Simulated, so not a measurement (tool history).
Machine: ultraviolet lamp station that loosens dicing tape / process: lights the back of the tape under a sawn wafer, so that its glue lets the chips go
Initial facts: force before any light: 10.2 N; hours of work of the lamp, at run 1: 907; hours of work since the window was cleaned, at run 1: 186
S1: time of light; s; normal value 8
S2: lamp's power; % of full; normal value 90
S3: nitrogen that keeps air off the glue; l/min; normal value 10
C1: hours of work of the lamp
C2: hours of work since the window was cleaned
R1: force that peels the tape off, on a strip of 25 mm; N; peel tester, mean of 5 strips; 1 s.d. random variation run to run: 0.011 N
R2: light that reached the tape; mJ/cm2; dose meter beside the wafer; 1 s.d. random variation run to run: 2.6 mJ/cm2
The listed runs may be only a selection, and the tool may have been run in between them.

{"run": 1, "day": 0.0, "S1": 8, "S2": 90, "S3": 10, "C1": 907, "C2": 186, "R1": 0.513, "R2": 330}
{"run": 2, "day": 1.692, "S1": 8, "S2": 90, "S3": 10, "C1": 932, "C2": 211, "R1": 0.5, "R2": 331}
{"run": 3, "day": 2.654, "S1": 8, "S2": 90, "S3": 10, "C1": 945, "C2": 224, "R1": 0.52, "R2": 328}
{"day": 3.508, "done": "window cleaned of glue's vapour"}
{"run": 4, "day": 4.2, "S1": 8, "S2": 90, "S3": 10, "C1": 967, "C2": 10, "R1": 0.521, "R2": 331}
{"run": 5, "day": 5.6, "S1": 8, "S2": 90, "S3": 10, "C1": 987, "C2": 30, "R1": 0.515, "R2": 328}
{"run": 6, "day": 7.117, "S1": 8, "S2": 90, "S3": 10, "C1": 1009, "C2": 51, "R1": 0.517, "R2": 327}
{"run": 7, "day": 8.567, "S1": 8, "S2": 90, "S3": 10, "C1": 1029, "C2": 72, "R1": 0.518, "R2": 333}
{"run": 8, "day": 9.917, "S1": 8, "S2": 90, "S3": 10, "C1": 1049, "C2": 91, "R1": 0.509, "R2": 329}
{"run": 9, "day": 11.554, "S1": 8, "S2": 90, "S3": 10, "C1": 1072, "C2": 115, "R1": 0.524, "R2": 331}
{"run": 10, "day": 12.604, "S1": 8, "S2": 90, "S3": 10, "C1": 1087, "C2": 130, "R1": 0.517, "R2": 327}
{"run": 11, "day": 13.592, "S1": 8, "S2": 76, "S3": 10, "C1": 1101, "C2": 144, "R1": 0.718, "R2": 277}
{"run": 12, "day": 15.154, "S1": 8, "S2": 76, "S3": 10, "C1": 1123, "C2": 166, "R1": 0.733, "R2": 275}
{"run": 13, "day": 16.146, "S1": 8, "S2": 76, "S3": 10, "C1": 1138, "C2": 180, "R1": 0.73, "R2": 278}
{"run": 14, "day": 17.412, "S1": 8, "S2": 76, "S3": 10, "C1": 1156, "C2": 198, "R1": 0.755, "R2": 279}
{"run": 15, "day": 18.321, "S1": 8, "S2": 90, "S3": 10, "C1": 1169, "C2": 211, "R1": 0.514, "R2": 329}
{"run": 16, "day": 19.388, "S1": 8, "S2": 80, "S3": 10, "C1": 1184, "C2": 227, "R1": 0.691, "R2": 293}
{"day": 20.138, "done": "window cleaned of glue's vapour"}
{"run": 17, "day": 20.546, "S1": 8, "S2": 87, "S3": 10, "C1": 1200, "C2": 6, "R1": 0.551, "R2": 314}
{"run": 18, "day": 22.033, "S1": 8, "S2": 90, "S3": 10, "C1": 1221, "C2": 27, "R1": 0.518, "R2": 332}
{"run": 19, "day": 22.992, "S1": 8, "S2": 90, "S3": 10, "C1": 1235, "C2": 41, "R1": 0.515, "R2": 327}
{"run": 20, "day": 24.571, "S1": 8, "S2": 90, "S3": 5, "C1": 1257, "C2": 63, "R1": 0.91, "R2": 325}
{"run": 21, "day": 25.496, "S1": 8, "S2": 90, "S3": 5, "C1": 1271, "C2": 76, "R1": 0.908, "R2": 329}
{"run": 22, "day": 26.483, "S1": 8, "S2": 90, "S3": 5, "C1": 1285, "C2": 91, "R1": 0.901, "R2": 331}
{"run": 23, "day": 27.617, "S1": 7, "S2": 74, "S3": 10, "C1": 1301, "C2": 107, "R1": 1.038, "R2": 237}
{"day": 28.188, "done": "lamp changed"}
{"run": 24, "day": 28.508, "S1": 7, "S2": 74, "S3": 10, "C1": 5, "C2": 119, "R1": 1.036, "R2": 238}
{"run": 25, "day": 29.217, "S1": 12, "S2": 99, "S3": 15, "C1": 15, "C2": 129, "R1": 0.23, "R2": 544}
{"run": 26, "day": 30.3, "S1": 8, "S2": 62, "S3": 8, "C1": 30, "C2": 144, "R1": 1.286, "R2": 230}
{"run": 27, "day": 31.412, "S1": 8, "S2": 62, "S3": 8, "C1": 46, "C2": 160, "R1": 1.302, "R2": 227}
{"run": 28, "day": 32.25, "S1": 8, "S2": 62, "S3": 8, "C1": 58, "C2": 172, "R1": 1.277, "R2": 227}
{"run": 29, "day": 33.367, "S1": 11, "S2": 62, "S3": 19, "C1": 74, "C2": 188, "R1": 0.391, "R2": 309}
{"run": 30, "day": 34.521, "S1": 4, "S2": 70, "S3": 10, "C1": 90, "C2": 205, "R1": 2.776, "R2": 127}
{"run": 31, "day": 36.025, "S1": 4, "S2": 70, "S3": 3, "C1": 112, "C2": 226, "R1": 4.474, "R2": 128}
{"day": 36.704, "done": "window cleaned of glue's vapour"}
{"run": 32, "day": 36.767, "S1": 6, "S2": 90, "S3": 10, "C1": 122, "C2": 1, "R1": 0.95, "R2": 244}
{"run": 33, "day": 37.796, "S1": 6, "S2": 90, "S3": 10, "C1": 137, "C2": 16, "R1": 0.923, "R2": 244}
{"run": 34, "day": 39.475, "S1": 8, "S2": 90, "S3": 4, "C1": 161, "C2": 40, "R1": 1.083, "R2": 329}
{"run": 35, "day": 40.933, "S1": 8, "S2": 90, "S3": 4, "C1": 182, "C2": 60, "R1": 1.097, "R2": 328}
{"run": 36, "day": 42.588, "S1": 6, "S2": 90, "S3": 4, "C1": 205, "C2": 84, "R1": 1.817, "R2": 249}
{"run": 37, "day": 43.488, "S1": 7, "S2": 61, "S3": 6, "C1": 218, "C2": 97, "R1": 2.046, "R2": 196}
{"run": 38, "day": 44.696, "S1": 7, "S2": 61, "S3": 6, "C1": 235, "C2": 114, "R1": 2.027, "R2": 195}
{"run": 39, "day": 46.0, "S1": 7, "S2": 82, "S3": 6, "C1": 254, "C2": 133, "R1": 1.236, "R2": 261}
{"run": 40, "day": 46.867, "S1": 6, "S2": 82, "S3": 6, "C1": 266, "C2": 145, "R1": 1.587, "R2": 228}
{"run": 41, "day": 47.625, "S1": 6, "S2": 82, "S3": 6, "C1": 277, "C2": 156, "R1": 1.586, "R2": 223}
{"run": 42, "day": 48.488, "S1": 6, "S2": 65, "S3": 6, "C1": 289, "C2": 168, "R1": 2.358, "R2": 179}
{"run": 43, "day": 49.442, "S1": 13, "S2": 65, "S3": 18, "C1": 303, "C2": 182, "R1": 0.282, "R2": 389}
{"run": 44, "day": 50.158, "S1": 5, "S2": 90, "S3": 4, "C1": 313, "C2": 192, "R1": 2.387, "R2": 208}

Across each entry between runs, compare the hidden state at the last listed run before it with the hidden state at the first listed run after it:
Runs 3 to 4: window cleaned of glue's vapour (day 3.508)
  light that the window lets through, % of a clean one's: 99.9 -> 100
Runs 16 to 17: window cleaned of glue's vapour (day 20.138)
  light that the window lets through, % of a clean one's: 99.9 -> 100
Runs 23 to 24: lamp changed (day 28.188)
  lamp's light, % of a new lamp's: 99.8 -> 100
Runs 31 to 32: window cleaned of glue's vapour (day 36.704)
  light that the window lets through, % of a clean one's: 99.9 -> 100
